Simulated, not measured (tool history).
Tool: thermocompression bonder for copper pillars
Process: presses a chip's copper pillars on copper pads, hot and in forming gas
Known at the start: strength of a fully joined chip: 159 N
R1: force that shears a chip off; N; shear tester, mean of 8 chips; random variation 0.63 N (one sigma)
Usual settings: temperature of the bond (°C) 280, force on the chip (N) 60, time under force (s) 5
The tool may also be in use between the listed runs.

run 1 hour=0 | temperature_of_the_bond_(°C)=280 force_on_the_chip_(N)=60 time_under_force_(s)=5 | R1=92.4
run 2 hour=59.9 | temperature_of_the_bond_(°C)=280 force_on_the_chip_(N)=60 time_under_force_(s)=5 | R1=92.8
run 3 hour=100.2 | temperature_of_the_bond_(°C)=280 force_on_the_chip_(N)=60 time_under_force_(s)=5 | R1=94.1
run 4 hour=132.8 | temperature_of_the_bond_(°C)=280 force_on_the_chip_(N)=60 time_under_force_(s)=5 | R1=93.9
run 5 hour=170 | temperature_of_the_bond_(°C)=280 force_on_the_chip_(N)=60 time_under_force_(s)=5 | R1=94.1
run 6 hour=224.7 | temperature_of_the_bond_(°C)=280 force_on_the_chip_(N)=60 time_under_force_(s)=5 | R1=94.4
run 7 hour=277.3 | temperature_of_the_bond_(°C)=280 force_on_the_chip_(N)=60 time_under_force_(s)=5 | R1=95.1
run 8 hour=307.2 | temperature_of_the_bond_(°C)=280 force_on_the_chip_(N)=60 time_under_force_(s)=5 | R1=101.8
run 9 hour=378.4 | temperature_of_the_bond_(°C)=280 force_on_the_chip_(N)=60 time_under_force_(s)=5 | R1=102.3
run 10 hour=414.1 | temperature_of_the_bond_(°C)=280 force_on_the_chip_(N)=68 time_under_force_(s)=5 | R1=112.7
run 11 hour=459 | temperature_of_the_bond_(°C)=280 force_on_the_chip_(N)=68 time_under_force_(s)=5 | R1=113
run 12 hour=509.8 | temperature_of_the_bond_(°C)=280 force_on_the_chip_(N)=68 time_under_force_(s)=5 | R1=113.4
run 13 hour=562.1 | temperature_of_the_bond_(°C)=280 force_on_the_chip_(N)=72 time_under_force_(s)=5 | R1=117.9
run 14 hour=606.9 | temperature_of_the_bond_(°C)=280 force_on_the_chip_(N)=72 time_under_force_(s)=5 | R1=118.6
run 15 hour=672.6 | temperature_of_the_bond_(°C)=280 force_on_the_chip_(N)=72 time_under_force_(s)=5 | R1=118.7
run 16 hour=742.2 | temperature_of_the_bond_(°C)=280 force_on_the_chip_(N)=72 time_under_force_(s)=5 | R1=119.6
run 17 hour=786.6 | temperature_of_the_bond_(°C)=280 force_on_the_chip_(N)=72 time_under_force_(s)=5 | R1=120.4
run 18 hour=839.7 | temperature_of_the_bond_(°C)=280 force_on_the_chip_(N)=72 time_under_force_(s)=5 | R1=123.3
run 19 hour=901.6 | temperature_of_the_bond_(°C)=297 force_on_the_chip_(N)=60 time_under_force_(s)=5 | R1=125.4
run 20 hour=959 | temperature_of_the_bond_(°C)=297 force_on_the_chip_(N)=60 time_under_force_(s)=5 | R1=132.3
run 21 hour=1011.1 | temperature_of_the_bond_(°C)=262 force_on_the_chip_(N)=60 time_under_force_(s)=5 | R1=100.3
run 22 hour=1061.6 | temperature_of_the_bond_(°C)=262 force_on_the_chip_(N)=60 time_under_force_(s)=13 | R1=126.9
run 23 hour=1114.3 | temperature_of_the_bond_(°C)=290 force_on_the_chip_(N)=60 time_under_force_(s)=4 | R1=120.7
run 24 hour=1159.5 | temperature_of_the_bond_(°C)=300 force_on_the_chip_(N)=60 time_under_force_(s)=5 | R1=128.1
run 25 hour=1207.8 | temperature_of_the_bond_(°C)=268 force_on_the_chip_(N)=60 time_under_force_(s)=13 | R1=106.4
run 26 hour=1263.4 | temperature_of_the_bond_(°C)=268 force_on_the_chip_(N)=60 time_under_force_(s)=13 | R1=106
run 27 hour=1320.3 | temperature_of_the_bond_(°C)=280 force_on_the_chip_(N)=60 time_under_force_(s)=8 | R1=106.7
run 28 hour=1379.7 | temperature_of_the_bond_(°C)=263 force_on_the_chip_(N)=49 time_under_force_(s)=7 | R1=71.1
run 29 hour=1425.1 | temperature_of_the_bond_(°C)=280 force_on_the_chip_(N)=60 time_under_force_(s)=5 | R1=94.5
run 30 hour=1488.8 | temperature_of_the_bond_(°C)=308 force_on_the_chip_(N)=60 time_under_force_(s)=11 | R1=137.7
run 31 hour=1555.4 | temperature_of_the_bond_(°C)=300 force_on_the_chip_(N)=37 time_under_force_(s)=3 | R1=66.8
run 32 hour=1619 | temperature_of_the_bond_(°C)=290 force_on_the_chip_(N)=37 time_under_force_(s)=11 | R1=94.2
run 33 hour=1655.8 | temperature_of_the_bond_(°C)=280 force_on_the_chip_(N)=37 time_under_force_(s)=3 | R1=52.2
run 34 hour=1716.9 | temperature_of_the_bond_(°C)=280 force_on_the_chip_(N)=78 time_under_force_(s)=14 | R1=143.9
run 35 hour=1759 | temperature_of_the_bond_(°C)=280 force_on_the_chip_(N)=78 time_under_force_(s)=14 | R1=144.9
run 36 hour=1822.1 | temperature_of_the_bond_(°C)=283 force_on_the_chip_(N)=89 time_under_force_(s)=5 | R1=135.1
run 37 hour=1876.9 | temperature_of_the_bond_(°C)=283 force_on_the_chip_(N)=89 time_under_force_(s)=5 | R1=133.9
run 38 hour=1943.2 | temperature_of_the_bond_(°C)=283 force_on_the_chip_(N)=89 time_under_force_(s)=5 | R1=134.9
run 39 hour=1982.1 | temperature_of_the_bond_(°C)=250 force_on_the_chip_(N)=89 time_under_force_(s)=3 | R1=93.1

Taken out of this log: 6 entries between the listed runs. Where each belongs, and how the hidden state differs across it:
Between runs 7 and 8: forming gas filter changed (hour 297)
  true temperature of the bond over the reading, C: 4.1 -> 4.5; force that reaches the chip, % of what is set: 103.8 -> 104; oxide that the forming gas leaves, % of the face: 6.6 -> 0.61
  measured less the result without the state, R1: +1 -> +7.7 N
Between runs 17 and 18: heater calibrated with a thermocouple chip (hour 801.7)
  true temperature of the bond over the reading, C: 10.7 -> 16.5; force that reaches the chip, % of what is set: 107.3 -> 107.7; oxide that the forming gas leaves, % of the face: 4.64 -> 5.08
  measured less the result without the state, R1: +10.6 -> +14.9 N
Between runs 19 and 20: forming gas filter changed (hour 924)
  true temperature of the bond over the reading, C: 17.3 -> 18; force that reaches the chip, % of what is set: 108.1 -> 108.5; oxide that the forming gas leaves, % of the face: 5.61 -> 0.87
  measured less the result without the state, R1: +14.1 -> +21.1 N
Between runs 23 and 24: force cell calibrated (hour 1122.1)
  true temperature of the bond over the reading, C: 20.1 -> 20.6; force that reaches the chip, % of what is set: 109.7 -> 100.5; oxide that the forming gas leaves, % of the face: 2.24 -> 2.6
  measured less the result without the state, R1: +23.8 -> +14.8 N
Between runs 24 and 25: heater calibrated with a thermocouple chip, once more (hour 1204.7)
  true temperature of the bond over the reading, C: 20.6 -> -0.3; force that reaches the chip, % of what is set: 100.5 -> 100.9; oxide that the forming gas leaves, % of the face: 2.6 -> 2.99
  measured less the result without the state, R1: +14.8 -> -2.4 N
Between runs 30 and 31: forming gas filter changed (hour 1553.6)
  true temperature of the bond over the reading, C: 3.5 -> 4.4; force that reaches the chip, % of what is set: 103 -> 103.4; oxide that the forming gas leaves, % of the face: 5.27 -> 0.53
  measured less the result without the state, R1: -3.3 -> +5.8 N
